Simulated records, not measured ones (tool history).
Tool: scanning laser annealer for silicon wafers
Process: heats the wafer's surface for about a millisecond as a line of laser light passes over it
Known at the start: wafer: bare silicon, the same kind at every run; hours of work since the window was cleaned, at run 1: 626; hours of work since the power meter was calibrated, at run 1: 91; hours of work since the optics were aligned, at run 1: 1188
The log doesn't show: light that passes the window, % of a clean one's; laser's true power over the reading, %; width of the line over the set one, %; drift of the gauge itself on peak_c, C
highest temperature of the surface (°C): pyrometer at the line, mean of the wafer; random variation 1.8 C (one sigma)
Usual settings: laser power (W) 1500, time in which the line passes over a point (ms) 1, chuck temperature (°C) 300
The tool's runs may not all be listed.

run     day  laser power (W)  time in which the line passes over a point (ms)  chuck temperature (°C)  hours of work since the window was cleaned  hours of work since the power meter was calibrated  hours of work since the optics were aligned  highest temperature of the surface (°C)
  1       0             1500                                                1                     300                                         626                                                  91                                         1188                                     1056
  2   0.342             1500                                                1                     300                                         633                                                  98                                         1195                                     1054
  3   0.662             1500                                                1                     300                                         639                                                 104                                         1201                                     1051
  4   1.267             1500                                                1                     300                                         651                                                 115                                         1213                                     1052
  5   1.879             1500                                                1                     300                                         662                                                 127                                         1224                                     1055
  6    2.25             1331                                                1                     300                                         669                                                 134                                         1232                                      957
  7   2.733             1500                                                1                     304                                         679                                                 144                                         1241                                     1054
  8     3.4             1500                                                1                     304                                         692                                                 156                                         1254                                     1060
  9   3.738             1549                                                1                     304                                         698                                                 163                                         1260                                     1085
 10   4.108             1500                                             1.09                     300                                         705                                                 170                                         1267                                     1085
 11   4.671             1500                                             1.09                     300                                         716                                                 181                                         1278                                     1090
 12   5.196             1500                                             1.09                     300                                         726                                                 191                                         1288                                     1085
      5.383  -- laser's power meter calibrated
 13   5.988             1500                                             1.09                     300                                         739                                                  12                                         1301                                     1086
 14   6.554             1500                                                1                     309                                         750                                                  22                                         1312                                     1062
 15     7.2             1500                                                1                     309                                         762                                                  35                                         1324                                     1061
 16   7.567             1500                                                1                     300                                         769                                                  42                                         1331                                     1052
 17   7.921             1500                                                1                     300                                         776                                                  49                                         1338                                     1050
 18   8.304             1535                                                1                     300                                         783                                                  56                                         1345                                     1069
      8.933  -- laser's power meter calibrated, once more
 19    8.95             1500                                                1                     300                                         793                                                   0                                         1355                                     1047
      9.608  -- optics aligned, line set to its width
 20   9.808             1500                                                1                     300                                         806                                                  13                                            4                                     1054
 21  10.112             1500                                             0.72                     300                                         812                                                  19                                           10                                      930
 22  10.712             1500                                             0.72                     300                                         823                                                  30                                           21                                      934
 23    11.2             1473                                                1                     300                                         832                                                  40                                           31                                     1035
 24   11.75             1631                                                1                     300                                         843                                                  50                                           41                                     1126
 25  12.379             1500                                              1.1                     300                                         855                                                  62                                           53                                     1087
 26   13.05             1500                                              1.1                     300                                         868                                                  75                                           66                                     1090
 27    13.6             1500                                                1                     285                                         878                                                  86                                           77                                     1032
 28  14.196             1500                                                1                     285                                         890                                                  97                                           88                                     1031
 29  14.588             1500                                                1                     285                                         897                                                 104                                           95                                     1034
 30  14.983             1500                                                1                     285                                         905                                                 112                                          103                                     1031
 31  15.588             1505                                              1.1                     315                                         917                                                 124                                          115                                     1104
 32  16.158             1505                                              1.1                     315                                         928                                                 135                                          126                                     1103
 33  16.433             1353                                             1.16                     289                                         933                                                 140                                          131                                     1004
 34  17.021             1371                                             1.16                     300                                         944                                                 151                                          142                                     1027

The next listed run, before its measurement:
 35  17.425             1604                                                1                     321                                         952                                                 159                                          150                                        ?

{"run 35": {"highest temperature of the surface (°C)": 1128}}
Without the tool's hidden state the same run would have given highest temperature of the surface (°C) 1167.
